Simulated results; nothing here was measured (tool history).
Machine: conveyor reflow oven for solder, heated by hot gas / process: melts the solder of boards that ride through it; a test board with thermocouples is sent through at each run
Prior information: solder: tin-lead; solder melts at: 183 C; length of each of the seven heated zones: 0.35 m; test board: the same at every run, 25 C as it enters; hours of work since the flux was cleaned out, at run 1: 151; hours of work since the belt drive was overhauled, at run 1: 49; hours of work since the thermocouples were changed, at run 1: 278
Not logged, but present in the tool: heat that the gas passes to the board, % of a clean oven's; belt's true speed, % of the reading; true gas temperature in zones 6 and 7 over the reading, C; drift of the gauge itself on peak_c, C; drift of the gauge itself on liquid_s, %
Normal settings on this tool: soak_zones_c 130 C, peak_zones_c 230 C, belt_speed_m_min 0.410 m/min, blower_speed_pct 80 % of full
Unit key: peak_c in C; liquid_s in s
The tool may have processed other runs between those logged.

run	hour	soak_zones_c	peak_zones_c	belt_speed_m_min	blower_speed_pct	hours of work since the flux was cleaned out	hours of work since the belt drive was overhauled	hours of work since the thermocouples were changed	peak_c	liquid_s
1	0.0	130	230	0.410	80	151	49	278	210.3	64.1
2	18.6	127	230	0.410	80	159	56	285	209.8	62.3
3	53.0	130	230	0.410	65	173	71	299	207.2	59.0
4	80.9	130	230	0.410	80	184	82	311	210.0	64.0
5	99.3	130	230	0.410	80	192	90	318	210.0	63.8
6	124.2	135	230	0.410	80	202	100	328	211.1	67.5
7	148.1	135	230	0.410	80	212	110	338	211.0	67.4
8	178.5	124	230	0.410	80	224	122	351	208.6	59.3
9	207.9	124	230	0.410	80	236	134	363	208.6	59.0
10	229.3	117	230	0.410	80	245	143	372	206.8	54.5
11	249.6	117	230	0.410	80	253	151	380	206.7	54.1
# hour 256.9: flux residue cleaned out of gas plates and filters
12	271.1	130	230	0.336	80	6	158	387	215.3	87.7
13	302.7	130	228	0.336	80	19	171	400	213.6	85.5
14	321.0	131	230	0.391	56	26	178	407	205.5	59.2
15	337.3	121	234	0.481	52	33	185	414	195.0	26.1
16	365.1	121	234	0.481	52	44	196	425	194.8	26.0
17	400.9	135	230	0.410	80	59	211	440	209.1	64.5
# hour 415.5: flux residue cleaned out of gas plates and filters, once more
18	420.9	135	230	0.410	80	2	217	446	212.7	70.6
19	442.3	130	230	0.347	80	11	226	455	217.1	88.0
20	476.1	130	230	0.347	88	25	240	469	218.2	90.0
21	494.6	130	230	0.347	88	32	248	476	218.1	90.0
22	512.4	130	238	0.481	88	40	255	484	213.7	57.5
23	545.4	132	238	0.481	59	53	268	497	207.3	49.7
24	569.1	136	230	0.410	80	63	278	507	212.8	70.6
25	594.3	136	227	0.450	84	73	288	517	207.6	57.8
26	613.1	136	227	0.450	84	81	296	525	207.5	57.3

Pick out some run-to-run changes in peak_c. Of each, how much would a tool without hidden state show as well, from the settings, what came in and chance, and how much is left for the hidden state and any gauge scatter not in both results compared?
Run 14 -> 15: soak_zones_c 131 -> 121, peak_zones_c 230 -> 234, belt_speed_m_min 0.391 -> 0.481, blower_speed_pct 56 -> 52. peak_c -10.5 C: hidden state -1.1, all else -9.4.
Run 16 -> 17: soak_zones_c 121 -> 135, peak_zones_c 234 -> 230, belt_speed_m_min 0.481 -> 0.410, blower_speed_pct 52 -> 80. peak_c +14.3 C: hidden state +0.6, all else +13.7.
Run 17 -> 18: flux residue cleaned out of gas plates and filters, once more. peak_c +3.6 C: hidden state +3.8, all else -0.2.
